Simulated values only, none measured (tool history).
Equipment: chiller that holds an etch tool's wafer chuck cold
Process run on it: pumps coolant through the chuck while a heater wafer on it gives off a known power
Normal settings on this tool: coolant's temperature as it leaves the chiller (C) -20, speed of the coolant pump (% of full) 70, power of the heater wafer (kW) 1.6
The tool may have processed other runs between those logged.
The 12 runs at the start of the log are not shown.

run     day  coolant's temperature as it leaves the chiller (C)  speed of the coolant pump (% of full)  power of the heater wafer (kW)  hours since the coolant was changed and the channels were flushed  hours since the pump was overhauled  hours since the chiller's thermometer was calibrated  chuck's temperature once it has settled (C)  how much warmer the coolant comes back (C)
 13  12.033                                                 -20                                     87                             1.6                                                               3756                                  666                                                  4199                                          0.4                                        4.46
 14  12.808                                                 -20                                     87                             1.6                                                               3774                                  685                                                  4218                                          0.4                                        4.47
 15  13.796                                                 -20                                     87                             1.6                                                               3798                                  708                                                  4242                                          0.3                                        4.44
 16  15.096                                                 -20                                     87                             1.6                                                               3829                                  740                                                  4273                                          0.3                                        4.43
 17    16.3                                                 -20                                     87                             1.6                                                               3858                                  769                                                  4302                                          0.4                                        4.39
 18  17.592                                                 -18                                     82                           2.023                                                               3889                                  800                                                  4333                                            9                                        5.97
 19  19.033                                                 -18                                     82                           2.023                                                               3924                                  834                                                  4367                                          9.2                                        5.93
 20  20.392                                                 -29                                     93                             1.6                                                               3956                                  867                                                  4400                                         -9.4                                        4.19
 21  21.417                                                 -20                                     80                             1.6                                                               3981                                  891                                                  4425                                          1.4                                        4.88
 22  22.371                                                 -20                                     80                             1.6                                                               4004                                  914                                                  4448                                          1.8                                        4.86
 23   23.05                                                 -20                                     80                             1.6                                                               4020                                  930                                                  4464                                          1.6                                         4.9
 24  24.104                                                 -20                                     89                           1.137                                                               4045                                  956                                                  4489                                         -5.7                                        3.05
 25      25                                                 -15                                     89                           1.927                                                               4067                                  977                                                  4511                                          9.6                                        5.22
 26  25.879                                                 -12                                     70                           2.357                                                               4088                                  998                                                  4532                                         23.2                                        8.25
 27   27.25                                                 -26                                     70                           2.341                                                               4121                                 1031                                                  4565                                          8.8                                        8.17
     28.329  -- chiller's thermometer calibrated
 28  28.388                                                 -19                                     96                           1.178                                                               4147                                 1058                                                     1                                         -4.1                                        2.95
 29  29.596                                                 -19                                     96                           1.178                                                               4176                                 1087                                                    30                                           -4                                        2.99
 30  31.029                                                 -22                                     71                           2.168                                                               4211                                 1121                                                    65                                           11                                         7.5
 31  32.338                                                 -27                                     69                           1.005                                                               4242                                 1152                                                    96                                        -11.6                                        3.57
 32  33.817                                                 -27                                     69                           1.005                                                               4277                                 1188                                                   132                                        -11.6                                        3.56
 33  34.658                                                 -20                                     70                           2.327                                                               4298                                 1208                                                   152                                         15.5                                        8.07

3 options for the next run, each taken on its own from the tool as it stands now. Forecast them:
  A  35.8                                                 -20                                     79                           1.279                                                               4325                                 1236                                                   179                                            ?                                           ?
  B  35.8                                                 -20                                     78                             1.6                                                               4325                                 1236                                                   179                                            ?                                           ?
  C  35.8                                                 -20                                     69                            0.87                                                               4325                                 1236                                                   179                                            ?                                           ?

run  chuck's temperature once it has settled (C)  how much warmer the coolant comes back (C)
  A                                         -1.6                                        3.94
  B                                          2.9                                        4.94
  C                                         -6.5                                        3.08
With the hidden condition removed and each run's random variation left untouched, the same runs would have given:
run  chuck's temperature once it has settled (C)  how much warmer the coolant comes back (C)
  A                                         -4.1                                        3.87
  B                                         -0.3                                        4.85
  C                                         -8.4                                        3.02
